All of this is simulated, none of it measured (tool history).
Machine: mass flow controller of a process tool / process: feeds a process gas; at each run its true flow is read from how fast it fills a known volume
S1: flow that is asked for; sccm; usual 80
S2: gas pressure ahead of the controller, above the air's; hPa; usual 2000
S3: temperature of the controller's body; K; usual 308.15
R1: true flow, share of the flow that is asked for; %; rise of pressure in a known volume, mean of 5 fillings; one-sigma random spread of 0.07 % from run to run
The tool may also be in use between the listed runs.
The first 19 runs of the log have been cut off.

run	hour	S1	S2	S3	R1
20	7501.9	56	1780	308.15	96.68
21	7761.4	80	1530	308.15	97.63
22	8138.7	80	1530	308.15	97.52
23	8594.5	80	1530	308.15	97.60
24	8906.9	35	2120	310.15	94.78
25	9382.3	46	1950	308.15	96.07
# hour 9596.5: controller's zero set anew
26	9882.5	39	2500	300.15	100.49
27	10381.8	39	2500	300.15	100.39
# hour 10550.0: controller exchanged for a calibrated one
28	10687.1	36	2500	300.15	98.13
29	11102.0	38	2340	307.15	97.24
30	11449.6	38	1940	307.15	97.04
31	11835.9	107	2110	300.15	98.71
32	12202.6	107	2110	300.15	98.80
33	12712.7	107	2110	300.15	98.96

What does the tool deliver on the next run?
34	13160.8	61	2080	300.15	?

{"run 34": {"R1": 98.29}}
The same run, on a tool lacking any hidden state, would have yielded R1 98.31 %.

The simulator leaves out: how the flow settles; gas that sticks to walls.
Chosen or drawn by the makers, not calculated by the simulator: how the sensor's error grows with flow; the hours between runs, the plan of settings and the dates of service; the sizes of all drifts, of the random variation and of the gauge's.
